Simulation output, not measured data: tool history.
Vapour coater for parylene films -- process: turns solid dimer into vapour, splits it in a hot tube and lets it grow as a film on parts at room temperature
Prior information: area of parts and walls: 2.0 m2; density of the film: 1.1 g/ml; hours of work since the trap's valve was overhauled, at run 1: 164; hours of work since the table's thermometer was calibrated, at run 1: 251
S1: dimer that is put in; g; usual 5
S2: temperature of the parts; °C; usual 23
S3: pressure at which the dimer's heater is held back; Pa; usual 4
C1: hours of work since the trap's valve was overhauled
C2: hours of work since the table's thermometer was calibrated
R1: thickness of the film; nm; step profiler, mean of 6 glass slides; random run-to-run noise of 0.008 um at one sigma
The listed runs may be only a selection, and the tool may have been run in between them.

| run | hour | S1 | S2 | S3 | C1 | C2 | R1 |
|---|---|---|---|---|---|---|---|
| 1 | 0 | 5 | 23 | 4 | 164 | 251 | 1639 |
| 2 | 13.4 | 5 | 23 | 4 | 169 | 257 | 1626 |
| 3 | 21.4 | 5 | 23 | 9.02 | 173 | 260 | 1394 |
| 4 | 31.2 | 5 | 31 | 4 | 177 | 264 | 1332 |
| 5 | 40.1 | 5 | 31 | 4 | 180 | 268 | 1334 |
| 6 | 54.8 | 5 | 31 | 4 | 187 | 274 | 1318 |
| 7 | 70.4 | 5 | 31 | 4 | 193 | 281 | 1322 |
| 8 | 84.8 | 5 | 31 | 4 | 199 | 287 | 1327 |
| 9 | 98.3 | 2 | 23 | 4 | 205 | 292 | 659 |
|  | 103.4 | trap's valve overhauled |
| 10 | 114.9 | 2 | 23 | 4 | 5 | 298 | 637 |
| 11 | 131.1 | 3 | 23 | 3.22 | 12 | 304 | 998 |
| 12 | 138.8 | 3 | 30 | 4.7 | 15 | 308 | 758 |
| 13 | 147.5 | 3 | 30 | 4.7 | 18 | 311 | 756 |
| 14 | 162.8 | 9 | 23 | 7.83 | 25 | 318 | 2486 |
| 15 | 179.6 | 9 | 23 | 7.83 | 32 | 325 | 2468 |

A few steps of R1 between consecutive runs. Split each: what settings, incoming material and random variation would produce without the hidden state, and what is left over for the hidden state, along with gauge scatter present in only one of the two compared results (measured, and without hidden state):
The tool's hidden condition here consists of: vapour lost through the trap's worn valve, %; true temperature of the parts over the reading, C; drift of the gauge itself on film_um, %.
Run 13 -> 14: S1 3 -> 9, S2 30 -> 23, S3 4.7 -> 7.83. R1 +1730 nm: hidden state -140, all else +1870.
